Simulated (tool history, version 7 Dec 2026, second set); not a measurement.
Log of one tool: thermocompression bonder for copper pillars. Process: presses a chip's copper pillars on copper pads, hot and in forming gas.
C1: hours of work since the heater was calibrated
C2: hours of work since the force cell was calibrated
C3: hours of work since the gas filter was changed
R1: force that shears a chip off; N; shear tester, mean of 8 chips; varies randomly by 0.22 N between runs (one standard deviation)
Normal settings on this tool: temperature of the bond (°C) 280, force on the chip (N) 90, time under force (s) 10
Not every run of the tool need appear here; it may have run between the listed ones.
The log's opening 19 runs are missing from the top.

run 20 day=13.812 | temperature_of_the_bond_(°C)=278 force_on_the_chip_(N)=64 time_under_force_(s)=12 | C1=19 C2=427 C3=151 | R1=35.0
run 21 day=14.554 | temperature_of_the_bond_(°C)=278 force_on_the_chip_(N)=64 time_under_force_(s)=12 | C1=30 C2=438 C3=162 | R1=35.0
run 22 day=15.058 | temperature_of_the_bond_(°C)=283 force_on_the_chip_(N)=109 time_under_force_(s)=29 | C1=38 C2=447 C3=170 | R1=70.2
run 23 day=15.912 | temperature_of_the_bond_(°C)=265 force_on_the_chip_(N)=107 time_under_force_(s)=11 | C1=52 C2=460 C3=184 | R1=45.1
run 24 day=16.425 | temperature_of_the_bond_(°C)=265 force_on_the_chip_(N)=107 time_under_force_(s)=11 | C1=60 C2=468 C3=192 | R1=44.9
run 25 day=17.046 | temperature_of_the_bond_(°C)=269 force_on_the_chip_(N)=90 time_under_force_(s)=10 | C1=70 C2=478 C3=202 | R1=39.7
run 26 day=17.775 | temperature_of_the_bond_(°C)=306 force_on_the_chip_(N)=97 time_under_force_(s)=8 | C1=81 C2=489 C3=213 | R1=55.2
run 27 day=18.283 | temperature_of_the_bond_(°C)=296 force_on_the_chip_(N)=135 time_under_force_(s)=15 | C1=89 C2=498 C3=221 | R1=73.2
run 28 day=19.200 | temperature_of_the_bond_(°C)=291 force_on_the_chip_(N)=123 time_under_force_(s)=10 | C1=104 C2=512 C3=236 | R1=61.5
-- day=19.546 forming gas filter changed
-- day=19.754 gauge calibrated
run 29 day=20.154 | temperature_of_the_bond_(°C)=282 force_on_the_chip_(N)=105 time_under_force_(s)=19 | C1=119 C2=527 C3=10 | R1=59.9
run 30 day=20.833 | temperature_of_the_bond_(°C)=250 force_on_the_chip_(N)=105 time_under_force_(s)=19 | C1=129 C2=538 C3=20 | R1=44.1
run 31 day=21.471 | temperature_of_the_bond_(°C)=280 force_on_the_chip_(N)=90 time_under_force_(s)=12 | C1=139 C2=548 C3=30 | R1=46.0
run 32 day=22.375 | temperature_of_the_bond_(°C)=281 force_on_the_chip_(N)=55 time_under_force_(s)=14 | C1=154 C2=562 C3=45 | R1=32.8
run 33 day=23.296 | temperature_of_the_bond_(°C)=281 force_on_the_chip_(N)=55 time_under_force_(s)=14 | C1=168 C2=576 C3=59 | R1=33.3
run 34 day=23.729 | temperature_of_the_bond_(°C)=298 force_on_the_chip_(N)=108 time_under_force_(s)=25 | C1=175 C2=583 C3=66 | R1=72.3

Forecast each of these 4 alternatives for the next run:
run A day=24.217 | temperature_of_the_bond_(°C)=294 force_on_the_chip_(N)=90 time_under_force_(s)=26 | C1=183 C2=591 C3=74 | R1=?
run B day=24.217 | temperature_of_the_bond_(°C)=263 force_on_the_chip_(N)=66 time_under_force_(s)=10 | C1=183 C2=591 C3=74 | R1=?
run C day=24.217 | temperature_of_the_bond_(°C)=291 force_on_the_chip_(N)=83 time_under_force_(s)=18 | C1=183 C2=591 C3=74 | R1=?
run D day=24.217 | temperature_of_the_bond_(°C)=298 force_on_the_chip_(N)=108 time_under_force_(s)=29 | C1=183 C2=591 C3=74 | R1=?

run=A R1=65.1
run=B R1=27.5
run=C R1=55.1
run=D R1=73.8
Take away the tool's hidden state, keep each run's random variation, and the runs would have read:
run=A R1=64.6
run=B R1=27.3
run=C R1=54.7
run=D R1=73.4
